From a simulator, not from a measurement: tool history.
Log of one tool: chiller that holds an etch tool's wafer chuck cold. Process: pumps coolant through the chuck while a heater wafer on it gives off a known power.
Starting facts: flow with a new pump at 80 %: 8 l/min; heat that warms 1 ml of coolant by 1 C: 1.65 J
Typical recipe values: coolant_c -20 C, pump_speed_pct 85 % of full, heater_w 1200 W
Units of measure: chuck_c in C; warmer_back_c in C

run,hour,coolant_c,pump_speed_pct,heater_w,chuck_c,warmer_back_c
1,0,-20,85,1200,-6.2,5.19
2,59.3,-20,85,1200,-6.4,5.27
3,134,-20,85,716,-11.6,3.15
4,213.5,-20,85,716,-11.9,3.19
5,272.1,-20,85,716,-11.6,3.22
6,350.1,-20,80,716,-11.3,3.3
7,414.2,-20,85,1200,-5.9,5.33
8,449.7,-20,85,1200,-6,5.31
9,502.4,-20,85,1200,-6.2,5.29
10,566.7,-20,85,1200,-5.9,5.33
11,600.7,-20,85,1443,-3.1,6.42
12,636,-20,85,1443,-3,6.35
13,676.7,-20,99,1443,-4.8,5.5
14,750.7,-20,99,1443,-4.7,5.53
15,831.8,-20,99,1443,-4.7,5.52
16,911.3,-20,99,1443,-4.7,5.49

Predict the results of run 17:
17,968.8,-12,93,1200,?,?

{"run 17": {"chuck_c": 1.4, "warmer_back_c": 4.87}}
On a tool with no hidden condition, and with the same random variation, this run would have come out at chuck_c 0.5 C, warmer_back_c 4.69 C.
